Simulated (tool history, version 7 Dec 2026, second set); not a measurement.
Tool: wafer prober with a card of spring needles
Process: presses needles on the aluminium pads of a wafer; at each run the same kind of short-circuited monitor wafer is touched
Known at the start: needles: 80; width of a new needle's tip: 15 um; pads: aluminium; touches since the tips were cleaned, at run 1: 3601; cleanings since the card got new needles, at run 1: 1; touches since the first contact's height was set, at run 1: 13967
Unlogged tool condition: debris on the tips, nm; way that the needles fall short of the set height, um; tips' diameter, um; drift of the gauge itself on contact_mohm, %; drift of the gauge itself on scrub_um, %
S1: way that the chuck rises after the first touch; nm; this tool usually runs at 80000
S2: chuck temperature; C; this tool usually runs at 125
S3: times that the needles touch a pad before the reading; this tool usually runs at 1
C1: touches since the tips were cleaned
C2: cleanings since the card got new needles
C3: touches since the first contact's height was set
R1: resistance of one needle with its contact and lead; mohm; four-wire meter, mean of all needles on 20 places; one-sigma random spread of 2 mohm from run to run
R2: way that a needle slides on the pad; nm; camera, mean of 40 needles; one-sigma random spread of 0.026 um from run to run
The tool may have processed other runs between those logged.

Run 1, hour 0.0: usual settings; C1 3601; C2 1; C3 13967. Result: R1 253 mohm, R2 20310 nm.
Run 2, hour 10.8: usual settings; C1 7989; C2 1; C3 18355. Result: R1 272 mohm, R2 20320 nm.
At hour 12.6: tips cleaned on abrasive film.
Run 3, hour 16.9: usual settings; C1 1756; C2 2; C3 20791. Result: R1 239 mohm, R2 20290 nm.
Run 4, hour 27.3: usual settings; C1 5958; C2 2; C3 24993. Result: R1 262 mohm, R2 20280 nm.
At hour 34.2: tips cleaned on abrasive film.
Run 5, hour 37.2: usual settings; C1 1234; C2 3; C3 28991. Result: R1 234 mohm, R2 20280 nm.
Run 6, hour 47.3: usual settings but S1 65000 nm; C1 5342; C2 3; C3 33099. Result: R1 286 mohm, R2 16480 nm.
Run 7, hour 52.7: usual settings but S1 65000 nm; C1 7505; C2 3; C3 35262. Result: R1 295 mohm, R2 16480 nm.
At hour 55.0: tips cleaned on abrasive film.
Run 8, hour 61.2: usual settings; C1 2501; C2 4; C3 38674. Result: R1 250 mohm, R2 20280 nm.
At hour 62.3: height of the first contact set anew.
Run 9, hour 67.2: usual settings; C1 4819; C2 4; C3 2006. Result: R1 271 mohm, R2 20240 nm.
Run 10, hour 73.9: usual settings; C1 7545; C2 4; C3 4732. Result: R1 271 mohm, R2 20170 nm.
At hour 76.5: tips cleaned on abrasive film.
Run 11, hour 79.8: usual settings but S3 2; C1 1322; C2 5; C3 7061. Result: R1 226 mohm, R2 20200 nm.
At hour 85.5: height of the first contact set anew, once more.
Run 12, hour 88.7: usual settings but S3 2; C1 4848; C2 5; C3 1309. Result: R1 245 mohm, R2 20310 nm.
Run 13, hour 95.3: usual settings but S2 30 C; C1 7524; C2 5; C3 3985. Result: R1 263 mohm, R2 20350 nm.
At hour 98.0: tips cleaned on abrasive film.
Run 14, hour 100.6: usual settings but S2 30 C; C1 1062; C2 6; C3 6090. Result: R1 214 mohm, R2 20270 nm.
Run 15, hour 106.5: usual settings but S1 78000 nm, S2 82 C, S3 2; C1 3455; C2 6; C3 8483. Result: R1 230 mohm, R2 19830 nm.
Run 16, hour 115.7: usual settings but S1 92000 nm, S2 122 C; C1 7162; C2 6; C3 12190. Result: R1 260 mohm, R2 23330 nm.
At hour 119.1: tips cleaned on abrasive film.
Run 17, hour 121.4: usual settings but S2 44 C; C1 928; C2 7; C3 14485. Result: R1 223 mohm, R2 20340 nm.
Run 18, hour 126.0: usual settings but S1 62000 nm, S2 81 C, S3 3; C1 2799; C2 7; C3 16356. Result: R1 226 mohm, R2 15660 nm.
Run 19, hour 133.5: usual settings but S2 69 C; C1 5837; C2 7; C3 19394. Result: R1 263 mohm, R2 20260 nm.
At hour 140.1: tips cleaned on abrasive film.
Run 20, hour 141.3: usual settings but S1 87000 nm, S2 50 C, S3 3; C1 485; C2 8; C3 22492. Result: R1 200 mohm, R2 22060 nm.

3 options for the next run, each taken on its own from the tool as it stands now. Forecast them:
Run A, hour 146.2: usual settings but S1 78000 nm, S2 54 C; C1 2506; C2 8; C3 24513. Result: R1 ?, R2 ?.
Run B, hour 146.2: usual settings but S1 87000 nm, S2 50 C, S3 2; C1 2506; C2 8; C3 24513. Result: R1 ?, R2 ?.
Run C, hour 146.2: usual settings but S1 91000 nm, S2 50 C, S3 2; C1 2506; C2 8; C3 24513. Result: R1 ?, R2 ?.

run   R1     R2
  A  245  19720
  B  218  22020
  C  218  23010
Stripped of hidden state, with their random variation kept, the same runs would have yielded:
run   R1     R2
  A  199  19770
  B  194  22080
  C  195  23060
